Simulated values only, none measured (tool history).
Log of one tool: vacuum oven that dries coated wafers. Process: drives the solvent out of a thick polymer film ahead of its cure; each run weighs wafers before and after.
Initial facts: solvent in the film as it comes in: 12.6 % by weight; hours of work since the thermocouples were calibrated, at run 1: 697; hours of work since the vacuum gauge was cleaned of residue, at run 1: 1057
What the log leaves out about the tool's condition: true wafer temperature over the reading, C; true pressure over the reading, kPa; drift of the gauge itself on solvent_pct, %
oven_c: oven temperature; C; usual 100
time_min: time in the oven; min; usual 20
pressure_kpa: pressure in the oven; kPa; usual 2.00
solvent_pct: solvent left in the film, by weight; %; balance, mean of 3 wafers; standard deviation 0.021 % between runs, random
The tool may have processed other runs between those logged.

run,day,oven_c,time_min,pressure_kpa,hours of work since the thermocouples were calibrated,hours of work since the vacuum gauge was cleaned of residue,solvent_pct
1,0.000,100,20,2.00,697,1057,2.76
2,1.850,100,20,2.00,717,1077,2.73
3,3.438,100,11,2.00,735,1095,4.02
4,5.792,96,11,2.00,761,1121,5.09
5,7.312,100,20,2.33,778,1137,3.14
6,8.783,100,20,2.33,794,1154,3.14
# day 11.100: oven's thermocouples calibrated
7,11.100,100,20,2.33,0,1178,3.11
8,12.750,100,24,2.00,18,1196,2.56
9,14.075,100,24,6.80,33,1211,7.90
10,15.921,100,24,6.80,53,1231,7.90
11,18.033,100,24,6.80,76,1254,7.90
12,19.542,100,24,6.80,93,1271,7.95
13,21.762,100,24,6.80,117,1295,7.93
# day 23.154: vacuum gauge cleaned of residue and calibrated
14,23.154,100,20,4.31,132,0,5.25
15,24.962,100,20,2.00,152,20,2.77
16,26.233,100,20,2.09,166,34,2.87
17,27.679,91,20,2.00,182,50,4.96
18,28.967,91,20,2.00,196,64,4.90
19,30.450,91,20,2.00,212,80,4.90
20,32.783,91,20,2.00,238,106,4.91
21,35.004,91,20,2.00,262,130,4.90
22,36.983,91,11,2.00,284,152,6.54
23,38.212,100,20,2.00,298,166,2.78
24,39.612,100,20,2.00,313,181,2.79
25,41.196,100,20,2.00,330,199,2.75
26,42.517,92,26,4.11,345,213,6.91
27,43.792,95,22,6.78,359,227,9.64
28,45.158,95,22,6.78,374,242,9.62
29,47.183,95,28,1.59,396,264,2.74
30,48.729,98,20,1.97,413,281,3.11
31,49.746,98,12,3.98,425,293,6.32
32,50.771,88,16,1.44,436,304,5.65
33,51.788,102,16,1.44,447,315,2.19
34,52.938,102,16,1.44,460,328,2.19
35,54.917,102,16,1.18,481,349,1.93
36,56.388,102,16,1.18,498,366,1.93
37,57.967,94,16,1.18,515,383,3.66
38,59.042,100,25,1.02,527,395,1.42
39,60.883,114,20,2.00,547,415,1.43
40,62.171,114,20,2.00,561,429,1.41
41,63.608,114,20,2.00,577,445,1.45
42,65.983,114,20,5.22,603,471,3.67
43,67.188,100,25,1.89,616,485,2.40
44,68.221,100,25,1.89,628,496,2.34
45,69.350,101,25,1.19,640,508,1.49
46,70.812,101,25,1.19,656,524,1.50

Branching from run 46: 4 alternative next runs. What would each branch give?
A,72.996,100,20,4.07,680,548,?
B,72.996,110,20,4.10,680,548,?
C,72.996,113,27,1.19,680,548,?
D,72.996,89,27,1.19,680,548,?

run,solvent_pct
A,5.08
B,3.36
C,0.89
D,3.53
Had the tool no hidden state, the same runs would have come out as:
run,solvent_pct
A,5.08
B,3.36
C,0.89
D,3.53
